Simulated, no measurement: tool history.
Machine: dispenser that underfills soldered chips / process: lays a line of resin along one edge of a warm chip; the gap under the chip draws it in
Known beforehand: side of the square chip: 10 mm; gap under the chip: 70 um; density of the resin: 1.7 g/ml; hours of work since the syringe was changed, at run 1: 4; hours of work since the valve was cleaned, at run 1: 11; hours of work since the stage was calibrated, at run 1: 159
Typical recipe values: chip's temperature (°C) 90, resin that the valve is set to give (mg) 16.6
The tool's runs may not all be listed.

run	hour	chip's temperature (°C)	resin that the valve is set to give (mg)	hours of work since the syringe was changed	hours of work since the valve was cleaned	hours of work since the stage was calibrated	time until the resin shows at the far edge (s)	resin that the valve gave (mg)
1	0.0	90	16.6	4	11	159	23.3	16.48
2	4.9	90	16.6	7	14	162	27.0	16.45
3	7.7	90	16.6	9	16	164	29.7	16.42
# hour 9.2: new syringe of resin
4	11.5	90	16.6	1	18	166	20.6	16.46
5	15.5	90	16.6	4	21	169	23.4	16.19
6	19.5	90	16.6	7	23	171	26.8	16.28
# hour 24.2: new syringe of resin
7	24.2	90	16.6	0	26	174	19.1	16.29
8	28.2	90	16.6	3	29	177	21.6	16.26
9	31.0	90	16.6	4	31	179	23.7	16.12
10	36.7	90	16.6	8	34	182	29.0	16.08
# hour 39.1: new syringe of resin
11	43.4	90	16.6	3	39	187	21.7	16.10
12	46.5	90	16.6	5	41	189	24.2	16.09
13	51.1	90	16.6	8	44	192	27.0	15.99
# hour 54.4: new syringe of resin
14	55.6	90	16.6	1	46	194	20.2	16.06
15	59.4	83	16.6	3	49	197	29.6	15.85
16	62.7	81	16.6	5	51	199	34.1	15.92
17	67.7	90	16.6	9	54	202	29.1	15.75
# hour 69.5: new syringe of resin
18	72.2	86	15.8	2	57	205	25.3	14.93
19	75.3	94	14.4	4	59	207	21.9	13.70
20	80.9	94	14.4	7	62	211	26.0	13.64
# hour 84.7: new syringe of resin
21	85.9	85	15.0	1	66	214	24.8	14.15
22	90.4	84	19.8	4	68	217	27.0	18.68
23	93.7	75	18.7	6	71	219	42.7	17.55
24	96.7	75	17.2	8	73	221	47.0	16.18
# hour 100.1: new syringe of resin
25	101.8	97	17.8	1	76	224	15.9	16.69
26	107.8	97	17.8	5	80	228	20.3	16.68
27	110.9	95	14.5	7	82	230	24.2	13.54
# hour 115.1: new syringe of resin
28	115.9	97	15.0	0	85	233	16.3	13.92

Alternative continuations, all from the tool just after run 28; predict every row:
A	119.1	79	15.0	3	87	235	?	?
B	119.1	99	14.7	3	87	235	?	?
C	119.1	90	16.3	3	87	235	?	?

run	time until the resin shows at the far edge (s)	resin that the valve gave (mg)
A	33.0	14.10
B	16.1	13.62
C	21.5	15.11
Without the tool's hidden state the same runs would have given:
run	time until the resin shows at the far edge (s)	resin that the valve gave (mg)
A	30.2	15.17
B	14.6	14.65
C	19.8	16.25
